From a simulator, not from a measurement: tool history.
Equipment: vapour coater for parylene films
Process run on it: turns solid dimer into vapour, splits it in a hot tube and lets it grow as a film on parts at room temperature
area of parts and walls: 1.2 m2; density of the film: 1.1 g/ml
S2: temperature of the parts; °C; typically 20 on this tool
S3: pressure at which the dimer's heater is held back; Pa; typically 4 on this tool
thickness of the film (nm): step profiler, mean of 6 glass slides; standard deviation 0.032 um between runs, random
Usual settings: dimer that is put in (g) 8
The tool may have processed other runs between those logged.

Run 1, day 0: usual settings. Result: thickness of the film (nm) 3150.
At day 0.412: trap's valve overhauled.
Run 2, day 0.504: usual settings but S3 3.34 Pa. Result: thickness of the film (nm) 3550.
Run 3, day 0.829: usual settings but S3 3.34 Pa. Result: thickness of the film (nm) 3570.
Run 4, day 1.462: usual settings. Result: thickness of the film (nm) 3500.
Run 5, day 1.817: usual settings but S2 25 °C. Result: thickness of the film (nm) 3130.
Run 6, day 2.379: usual settings but S2 27 °C. Result: thickness of the film (nm) 2950.
Run 7, day 2.742: usual settings but S2 27 °C. Result: thickness of the film (nm) 2990.
Run 8, day 3.133: usual settings but S2 27 °C. Result: thickness of the film (nm) 3000.
Run 9, day 3.571: usual settings but S2 27 °C. Result: thickness of the film (nm) 3020.
Run 10, day 4.025: usual settings but S2 21 °C. Result: thickness of the film (nm) 3380.
Run 11, day 4.604: usual settings but S3 2.57 Pa. Result: thickness of the film (nm) 3610.
Run 12, day 4.921: usual settings but S3 2.35 Pa. Result: thickness of the film (nm) 3590.
Run 13, day 5.317: usual settings but S2 15 °C. Result: thickness of the film (nm) 3890.
Run 14, day 5.817: usual settings but S2 15 °C. Result: thickness of the film (nm) 3870.
Run 15, day 6.108: usual settings. Result: thickness of the film (nm) 3420.
Run 16, day 6.608: usual settings. Result: thickness of the film (nm) 3510.
Run 17, day 7.004: usual settings but S2 32 °C. Result: thickness of the film (nm) 2640.

Run 18 comes next. What will it give?
Run 18, day 7.479: usual settings. Result: thickness of the film (nm) ?.

Run 18 yielded thickness of the film (nm) 3450.
Minus the tool's unlogged condition, the same run would have read thickness of the film (nm) 3530.

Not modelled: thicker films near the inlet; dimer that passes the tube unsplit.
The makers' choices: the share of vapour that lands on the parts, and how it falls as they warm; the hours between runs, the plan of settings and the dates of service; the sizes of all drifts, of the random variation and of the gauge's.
